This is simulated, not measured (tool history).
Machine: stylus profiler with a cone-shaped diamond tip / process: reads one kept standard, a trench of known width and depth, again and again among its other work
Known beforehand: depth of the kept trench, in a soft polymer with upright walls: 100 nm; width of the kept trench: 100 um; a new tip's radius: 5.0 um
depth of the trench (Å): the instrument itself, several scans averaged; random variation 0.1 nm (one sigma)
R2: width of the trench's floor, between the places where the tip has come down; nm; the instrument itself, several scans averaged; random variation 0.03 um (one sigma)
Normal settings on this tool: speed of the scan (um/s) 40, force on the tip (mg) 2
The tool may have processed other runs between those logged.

Run 1, hour 0: usual settings. Result: depth of the trench (Å) 1006.4, R2 97810 nm.
Run 2, hour 23.9: usual settings. Result: depth of the trench (Å) 1005.5, R2 97800 nm.
Run 3, hour 66.5: usual settings. Result: depth of the trench (Å) 1005.4, R2 97790 nm.
Run 4, hour 114.8: usual settings but speed of the scan (um/s) 20. Result: depth of the trench (Å) 1007.4, R2 97890 nm.
Run 5, hour 152.7: usual settings. Result: depth of the trench (Å) 1006.7, R2 97810 nm.
Run 6, hour 201.6: usual settings. Result: depth of the trench (Å) 1006.8, R2 97810 nm.
Run 7, hour 225.6: usual settings but force on the tip (mg) 0.86. Result: depth of the trench (Å) 1003.5, R2 97630 nm.
Run 8, hour 251.4: usual settings but force on the tip (mg) 0.86. Result: depth of the trench (Å) 1006.2, R2 97610 nm.
Run 9, hour 291.2: usual settings. Result: depth of the trench (Å) 1006.4, R2 97740 nm.
Run 10, hour 320.5: usual settings. Result: depth of the trench (Å) 1007.4, R2 97720 nm.
Run 11, hour 354.6: usual settings but force on the tip (mg) 1.01. Result: depth of the trench (Å) 1005.1, R2 97640 nm.
Run 12, hour 385.9: usual settings but force on the tip (mg) 1.01. Result: depth of the trench (Å) 1006.4, R2 97620 nm.
Run 13, hour 420.3: usual settings. Result: depth of the trench (Å) 1007.2, R2 97730 nm.
Run 14, hour 465.9: usual settings. Result: depth of the trench (Å) 1008.2, R2 97700 nm.
Run 15, hour 493.3: usual settings. Result: depth of the trench (Å) 1008.1, R2 97700 nm.
Run 16, hour 544.2: usual settings but force on the tip (mg) 0.79. Result: depth of the trench (Å) 1005.1, R2 97480 nm.
Run 17, hour 583.9: usual settings but force on the tip (mg) 0.79. Result: depth of the trench (Å) 1004.3, R2 97540 nm.
Run 18, hour 624.3: usual settings but force on the tip (mg) 0.79. Result: depth of the trench (Å) 1005.6, R2 97530 nm.
Run 19, hour 669.1: usual settings but force on the tip (mg) 0.79. Result: depth of the trench (Å) 1007.6, R2 97570 nm.
Run 20, hour 693.9: usual settings but speed of the scan (um/s) 26, force on the tip (mg) 0.79. Result: depth of the trench (Å) 1004.9, R2 97660 nm.
Run 21, hour 726.3: usual settings but speed of the scan (um/s) 26, force on the tip (mg) 3.05. Result: depth of the trench (Å) 1012.3, R2 97750 nm.
Run 22, hour 763.5: usual settings but speed of the scan (um/s) 26, force on the tip (mg) 3.05. Result: depth of the trench (Å) 1010.2, R2 97730 nm.
Run 23, hour 809.4: usual settings but speed of the scan (um/s) 86. Result: depth of the trench (Å) 1009.3, R2 97410 nm.
At hour 814: height scale calibrated on a step standard.
Run 24, hour 859.7: usual settings but speed of the scan (um/s) 64, force on the tip (mg) 4.14. Result: depth of the trench (Å) 1015.9, R2 97610 nm.
Run 25, hour 891.8: usual settings but speed of the scan (um/s) 13, force on the tip (mg) 4.14. Result: depth of the trench (Å) 1015.7, R2 97740 nm.
Run 26, hour 921: usual settings but speed of the scan (um/s) 12, force on the tip (mg) 0.72. Result: depth of the trench (Å) 1006.3, R2 97740 nm.
Run 27, hour 952.1: usual settings but speed of the scan (um/s) 39, force on the tip (mg) 3.46. Result: depth of the trench (Å) 1014.5, R2 97600 nm.
Run 28, hour 990.8: usual settings but speed of the scan (um/s) 39, force on the tip (mg) 3.46. Result: depth of the trench (Å) 1016.5, R2 97630 nm.
At hour 1004.5: height scale calibrated on a step standard, once more.
Run 29, hour 1024.7: usual settings but speed of the scan (um/s) 39, force on the tip (mg) 0.91. Result: depth of the trench (Å) 1007.1, R2 97490 nm.
Run 30, hour 1060.9: usual settings but speed of the scan (um/s) 74, force on the tip (mg) 1.78. Result: depth of the trench (Å) 1005.8, R2 97350 nm.
Run 31, hour 1112.4: usual settings but speed of the scan (um/s) 74, force on the tip (mg) 1.78. Result: depth of the trench (Å) 1006.9, R2 97360 nm.
Run 32, hour 1160.3: usual settings but speed of the scan (um/s) 13, force on the tip (mg) 1.04. Result: depth of the trench (Å) 1004.9, R2 97660 nm.
Run 33, hour 1197.2: usual settings but speed of the scan (um/s) 53, force on the tip (mg) 0.77. Result: depth of the trench (Å) 1004.1, R2 97260 nm.
Run 34, hour 1220: usual settings but speed of the scan (um/s) 53, force on the tip (mg) 0.77. Result: depth of the trench (Å) 1002.7, R2 97290 nm.
Run 35, hour 1261.1: usual settings but speed of the scan (um/s) 16, force on the tip (mg) 1.55. Result: depth of the trench (Å) 1006, R2 97660 nm.
Run 36, hour 1300.6: usual settings but speed of the scan (um/s) 26, force on the tip (mg) 0.83. Result: depth of the trench (Å) 1003.2, R2 97470 nm.
Run 37, hour 1331.5: usual settings but speed of the scan (um/s) 39, force on the tip (mg) 3.31. Result: depth of the trench (Å) 1009.3, R2 97530 nm.
Run 38, hour 1354: usual settings but speed of the scan (um/s) 48, force on the tip (mg) 1.73. Result: depth of the trench (Å) 1005.4, R2 97430 nm.
Run 39, hour 1380.5: usual settings but speed of the scan (um/s) 48, force on the tip (mg) 1.73. Result: depth of the trench (Å) 1007.1, R2 97460 nm.
Run 40, hour 1432.7: usual settings but speed of the scan (um/s) 48, force on the tip (mg) 1.73. Result: depth of the trench (Å) 1005.9, R2 97380 nm.
Run 41, hour 1475.5: usual settings but speed of the scan (um/s) 16, force on the tip (mg) 1.11. Result: depth of the trench (Å) 1004, R2 97590 nm.
Run 42, hour 1499.6: usual settings but speed of the scan (um/s) 16, force on the tip (mg) 1.11. Result: depth of the trench (Å) 1004.6, R2 97530 nm.
Run 43, hour 1526.3: usual settings but speed of the scan (um/s) 16, force on the tip (mg) 2.54. Result: depth of the trench (Å) 1009.9, R2 97630 nm.
Run 44, hour 1551.4: usual settings but speed of the scan (um/s) 16, force on the tip (mg) 2.54. Result: depth of the trench (Å) 1010.2, R2 97600 nm.
Run 45, hour 1603.8: usual settings but speed of the scan (um/s) 73. Result: depth of the trench (Å) 1005.2, R2 97270 nm.

What does the tool deliver on the next run?
Run 46, hour 1639.2: usual settings but speed of the scan (um/s) 73. Result: depth of the trench (Å) ?, R2 ?.

{"run 46": {"depth of the trench (Å)": 1007.6, "R2": 97270}}
Had the tool carried no hidden state, the very same run would have given depth of the trench (Å) 1006.3, R2 97650 nm.

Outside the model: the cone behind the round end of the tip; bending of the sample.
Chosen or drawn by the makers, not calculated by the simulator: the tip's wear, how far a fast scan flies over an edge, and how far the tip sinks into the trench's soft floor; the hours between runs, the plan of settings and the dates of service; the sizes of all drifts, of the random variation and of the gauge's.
